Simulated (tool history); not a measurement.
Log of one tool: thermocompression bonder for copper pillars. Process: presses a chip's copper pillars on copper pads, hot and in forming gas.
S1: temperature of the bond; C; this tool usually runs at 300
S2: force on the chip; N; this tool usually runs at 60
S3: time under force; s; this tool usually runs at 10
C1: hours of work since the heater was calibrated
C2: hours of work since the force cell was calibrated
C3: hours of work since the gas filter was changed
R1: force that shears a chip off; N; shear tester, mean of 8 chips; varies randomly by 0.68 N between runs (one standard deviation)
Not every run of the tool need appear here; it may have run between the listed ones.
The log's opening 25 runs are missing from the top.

{"run": 26, "hour": 805.5, "S1": 270, "S2": 37, "S3": 10, "C1": 916, "C2": 24, "C3": 152, "R1": 14.6}
{"hour": 809.7, "done": "heater calibrated with a thermocouple chip"}
{"hour": 835.7, "done": "forming gas filter changed"}
{"run": 27, "hour": 839.7, "S1": 277, "S2": 52, "S3": 16, "C1": 14, "C2": 39, "C3": 2, "R1": 30.4}
{"run": 28, "hour": 874.0, "S1": 317, "S2": 44, "S3": 10, "C1": 30, "C2": 55, "C3": 18, "R1": 35.9}
{"hour": 888.1, "done": "heater calibrated with a thermocouple chip, once more"}
{"run": 29, "hour": 912.8, "S1": 300, "S2": 59, "S3": 10, "C1": 11, "C2": 72, "C3": 35, "R1": 43.8}
{"run": 30, "hour": 942.4, "S1": 300, "S2": 46, "S3": 9, "C1": 25, "C2": 85, "C3": 48, "R1": 31.7}
{"run": 31, "hour": 975.0, "S1": 300, "S2": 60, "S3": 16, "C1": 40, "C2": 100, "C3": 63, "R1": 52.3}
{"run": 32, "hour": 1013.6, "S1": 300, "S2": 58, "S3": 20, "C1": 58, "C2": 118, "C3": 81, "R1": 53.9}
{"run": 33, "hour": 1043.3, "S1": 314, "S2": 60, "S3": 10, "C1": 72, "C2": 132, "C3": 95, "R1": 52.5}
{"run": 34, "hour": 1072.8, "S1": 314, "S2": 60, "S3": 10, "C1": 85, "C2": 146, "C3": 109, "R1": 49.7}
{"run": 35, "hour": 1099.9, "S1": 322, "S2": 52, "S3": 14, "C1": 98, "C2": 158, "C3": 121, "R1": 55}
{"run": 36, "hour": 1121.9, "S1": 322, "S2": 52, "S3": 14, "C1": 108, "C2": 168, "C3": 131, "R1": 54.1}
{"run": 37, "hour": 1161.4, "S1": 313, "S2": 87, "S3": 10, "C1": 126, "C2": 187, "C3": 150, "R1": 68}
{"run": 38, "hour": 1181.5, "S1": 300, "S2": 40, "S3": 27, "C1": 136, "C2": 196, "C3": 159, "R1": 40.6}
{"hour": 1195.2, "done": "forming gas filter changed"}
{"run": 39, "hour": 1213.8, "S1": 272, "S2": 83, "S3": 6, "C1": 150, "C2": 211, "C3": 9, "R1": 34.5}

Branching from run 39: 4 alternative next runs. What would each branch give?
{"run": "A", "hour": 1255.5, "S1": 300, "S2": 72, "S3": 6, "C1": 170, "C2": 230, "C3": 28, "R1": "?"}
{"run": "B", "hour": 1255.5, "S1": 300, "S2": 60, "S3": 10, "C1": 170, "C2": 230, "C3": 28, "R1": "?"}
{"run": "C", "hour": 1255.5, "S1": 281, "S2": 78, "S3": 6, "C1": 170, "C2": 230, "C3": 28, "R1": "?"}
{"run": "D", "hour": 1255.5, "S1": 272, "S2": 42, "S3": 6, "C1": 170, "C2": 230, "C3": 28, "R1": "?"}

run=A R1=44.5
run=B R1=43.6
run=C R1=38
run=D R1=16
What these runs would have given with no unlogged condition in the tool:
run=A R1=46.9
run=B R1=45.9
run=C R1=40.1
run=D R1=17

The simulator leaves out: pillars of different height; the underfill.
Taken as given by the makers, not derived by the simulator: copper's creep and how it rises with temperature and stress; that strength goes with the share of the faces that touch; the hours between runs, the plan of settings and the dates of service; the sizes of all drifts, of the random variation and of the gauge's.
